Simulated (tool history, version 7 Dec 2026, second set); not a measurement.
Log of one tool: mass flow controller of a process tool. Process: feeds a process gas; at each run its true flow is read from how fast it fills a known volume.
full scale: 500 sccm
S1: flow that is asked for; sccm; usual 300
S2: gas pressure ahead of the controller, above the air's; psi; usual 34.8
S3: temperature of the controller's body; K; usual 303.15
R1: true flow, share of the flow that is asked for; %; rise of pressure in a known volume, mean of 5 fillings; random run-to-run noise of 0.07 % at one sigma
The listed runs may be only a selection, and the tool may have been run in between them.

run 1 hour=0 | S1=300 S2=34.8 S3=303.15 | R1=99.98
run 2 hour=204.9 | S1=300 S2=34.8 S3=303.15 | R1=99.91
run 3 hour=367.8 | S1=300 S2=34.8 S3=303.15 | R1=99.78
run 4 hour=654.4 | S1=300 S2=26.8 S3=303.15 | R1=99.66
run 5 hour=926.3 | S1=300 S2=26.8 S3=303.15 | R1=99.73
run 6 hour=1186.8 | S1=300 S2=26.8 S3=303.15 | R1=99.8
run 7 hour=1350.6 | S1=300 S2=26.8 S3=303.15 | R1=99.77
run 8 hour=1604.9 | S1=300 S2=34.8 S3=303.15 | R1=100.08
run 9 hour=1924.3 | S1=300 S2=34.8 S3=303.15 | R1=100.02
run 10 hour=2102 | S1=300 S2=34.8 S3=303.15 | R1=100.18
run 11 hour=2324.2 | S1=300 S2=34.8 S3=303.15 | R1=100.06
-- hour=2356.6 controller's zero set anew
run 12 hour=2573.8 | S1=300 S2=21.6 S3=303.15 | R1=100.8
run 13 hour=2894.9 | S1=300 S2=21.6 S3=303.15 | R1=100.97
run 14 hour=3078 | S1=100 S2=31.2 S3=297.15 | R1=100.38
run 15 hour=3224 | S1=299 S2=23.4 S3=312.15 | R1=100.19
run 16 hour=3546.3 | S1=55 S2=26.8 S3=313.15 | R1=98.67
run 17 hour=3756.7 | S1=55 S2=26.8 S3=313.15 | R1=98.52
run 18 hour=4092.2 | S1=55 S2=26.8 S3=313.15 | R1=98.55
-- hour=4147.6 controller exchanged for a calibrated one
run 19 hour=4380.7 | S1=123 S2=36.8 S3=293.15 | R1=98.98
run 20 hour=4665.8 | S1=153 S2=36.8 S3=311.15 | R1=97.86
run 21 hour=4928.8 | S1=79 S2=22.6 S3=311.15 | R1=97.07
run 22 hour=5152.9 | S1=79 S2=22.6 S3=311.15 | R1=97.01
run 23 hour=5464.4 | S1=79 S2=22.6 S3=311.15 | R1=96.98

Predict each of these 5 candidate next runs independently; none follows another, all start after run 23:
run A hour=5801.1 | S1=480 S2=22.6 S3=311.15 | R1=?
run B hour=5801.1 | S1=300 S2=21.3 S3=294.15 | R1=?
run C hour=5801.1 | S1=179 S2=34.4 S3=295.15 | R1=?
run D hour=5801.1 | S1=300 S2=34.8 S3=298.15 | R1=?
run E hour=5801.1 | S1=80 S2=32.8 S3=299.15 | R1=?

run=A R1=99.05
run=B R1=99.7
run=C R1=99.21
run=D R1=99.62
run=E R1=98.09
Had the tool no hidden state, the same runs would have come out as:
run=A R1=98.65
run=B R1=99.36
run=C R1=98.98
run=D R1=99.29
run=E R1=98.18

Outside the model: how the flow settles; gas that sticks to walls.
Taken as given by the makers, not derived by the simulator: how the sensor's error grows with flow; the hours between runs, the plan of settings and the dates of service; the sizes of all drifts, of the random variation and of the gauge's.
